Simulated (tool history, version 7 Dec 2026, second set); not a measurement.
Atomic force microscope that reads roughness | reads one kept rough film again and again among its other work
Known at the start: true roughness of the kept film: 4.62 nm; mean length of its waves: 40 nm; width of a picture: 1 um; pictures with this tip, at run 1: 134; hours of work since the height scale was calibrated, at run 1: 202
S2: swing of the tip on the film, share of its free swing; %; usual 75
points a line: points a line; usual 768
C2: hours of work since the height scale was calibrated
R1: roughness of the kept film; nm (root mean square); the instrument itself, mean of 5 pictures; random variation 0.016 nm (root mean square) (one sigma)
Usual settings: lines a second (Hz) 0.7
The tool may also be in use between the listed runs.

Run 1, hour 0: usual settings; pictures with this tip 134; C2 202. Result: R1 3.076 nm (root mean square).
Run 2, hour 12.1: usual settings; pictures with this tip 142; C2 207. Result: R1 3.043 nm (root mean square).
Run 3, hour 21.7: usual settings; pictures with this tip 148; C2 211. Result: R1 3.005 nm (root mean square).
Run 4, hour 28.8: usual settings but lines a second (Hz) 3.464; pictures with this tip 153; C2 214. Result: R1 2.463 nm (root mean square).
Run 5, hour 41.2: usual settings but S2 81 %; pictures with this tip 161; C2 219. Result: R1 2.886 nm (root mean square).
Run 6, hour 53.6: usual settings but S2 81 %; pictures with this tip 169; C2 224. Result: R1 2.858 nm (root mean square).
Run 7, hour 62.5: usual settings but S2 81 %; pictures with this tip 174; C2 228. Result: R1 2.858 nm (root mean square).
Run 8, hour 74.5: usual settings; pictures with this tip 182; C2 233. Result: R1 2.841 nm (root mean square).
Run 9, hour 81.8: usual settings; pictures with this tip 187; C2 236. Result: R1 2.827 nm (root mean square).
Run 10, hour 88.4: usual settings; pictures with this tip 191; C2 238. Result: R1 2.839 nm (root mean square).
Run 11, hour 98.9: usual settings; pictures with this tip 198; C2 243. Result: R1 2.792 nm (root mean square).
Run 12, hour 110.8: usual settings; pictures with this tip 206; C2 247. Result: R1 2.785 nm (root mean square).
Run 13, hour 117.5: usual settings; pictures with this tip 210; C2 250. Result: R1 2.762 nm (root mean square).
Run 14, hour 123: usual settings but lines a second (Hz) 1.261; pictures with this tip 214; C2 252. Result: R1 2.617 nm (root mean square).
At hour 126.7: new tip fitted.
Run 15, hour 132.8: usual settings but lines a second (Hz) 1.261; pictures with this tip 4; C2 256. Result: R1 3.661 nm (root mean square).
Run 16, hour 143.1: usual settings but lines a second (Hz) 1.098; pictures with this tip 10; C2 260. Result: R1 3.685 nm (root mean square).
Run 17, hour 154.8: usual settings; pictures with this tip 18; C2 265. Result: R1 3.734 nm (root mean square).
Run 18, hour 162: usual settings; pictures with this tip 23; C2 268. Result: R1 3.708 nm (root mean square).
Run 19, hour 167.9: usual settings but lines a second (Hz) 1.658, S2 65 %, points a line 758; pictures with this tip 26; C2 271. Result: R1 3.648 nm (root mean square).
Run 20, hour 176.9: usual settings but lines a second (Hz) 1.332, S2 80 %, points a line 356; pictures with this tip 32; C2 274. Result: R1 3.371 nm (root mean square).
Run 21, hour 188: usual settings but lines a second (Hz) 1.332, S2 80 %, points a line 356; pictures with this tip 39; C2 279. Result: R1 3.353 nm (root mean square).
Run 22, hour 194.9: usual settings but lines a second (Hz) 0.583, S2 80 %, points a line 356; pictures with this tip 44; C2 282. Result: R1 3.519 nm (root mean square).
Run 23, hour 200.4: usual settings but lines a second (Hz) 2.962; pictures with this tip 47; C2 284. Result: R1 3.015 nm (root mean square).
Run 24, hour 212.8: usual settings but lines a second (Hz) 0.629, S2 60 %, points a line 698; pictures with this tip 55; C2 289. Result: R1 3.639 nm (root mean square).
Run 25, hour 219: usual settings but lines a second (Hz) 2.308, S2 70 %, points a line 950; pictures with this tip 59; C2 291. Result: R1 3.205 nm (root mean square).
Run 26, hour 227.8: usual settings but lines a second (Hz) 2.308, S2 70 %, points a line 950; pictures with this tip 65; C2 295. Result: R1 3.202 nm (root mean square).
Run 27, hour 238.8: usual settings but S2 77 %, points a line 484; pictures with this tip 72; C2 299. Result: R1 3.405 nm (root mean square).
Run 28, hour 248.5: usual settings but S2 79 %, points a line 484; pictures with this tip 79; C2 303. Result: R1 3.349 nm (root mean square).
Run 29, hour 257.7: usual settings but lines a second (Hz) 0.966, S2 69 %, points a line 569; pictures with this tip 84; C2 307. Result: R1 3.349 nm (root mean square).
Run 30, hour 269.2: usual settings but lines a second (Hz) 0.629, S2 56 %, points a line 309; pictures with this tip 92; C2 312. Result: R1 3.443 nm (root mean square).
Run 31, hour 274.8: usual settings but lines a second (Hz) 0.629, S2 56 %, points a line 309; pictures with this tip 96; C2 314. Result: R1 3.393 nm (root mean square).
Run 32, hour 283.5: usual settings but lines a second (Hz) 0.913, S2 56 %, points a line 576; pictures with this tip 101; C2 318. Result: R1 3.374 nm (root mean square).
Run 33, hour 288.7: usual settings but lines a second (Hz) 0.913, S2 56 %, points a line 576; pictures with this tip 104; C2 320. Result: R1 3.404 nm (root mean square).
Run 34, hour 295: usual settings but lines a second (Hz) 1.015, S2 82 %, points a line 672; pictures with this tip 109; C2 322. Result: R1 3.056 nm (root mean square).

Hidden state at the last listed run before each entry between runs and at the first one after, where it differs:
Between runs 14 and 15: new tip fitted (hour 126.7)
  radius of the tip, nm: 51 -> 11.4; height scale over the true one, %: -0.39 -> -0.4
  measured less the result without the state, R1: -1.112 -> -0.068 nm (root mean square)
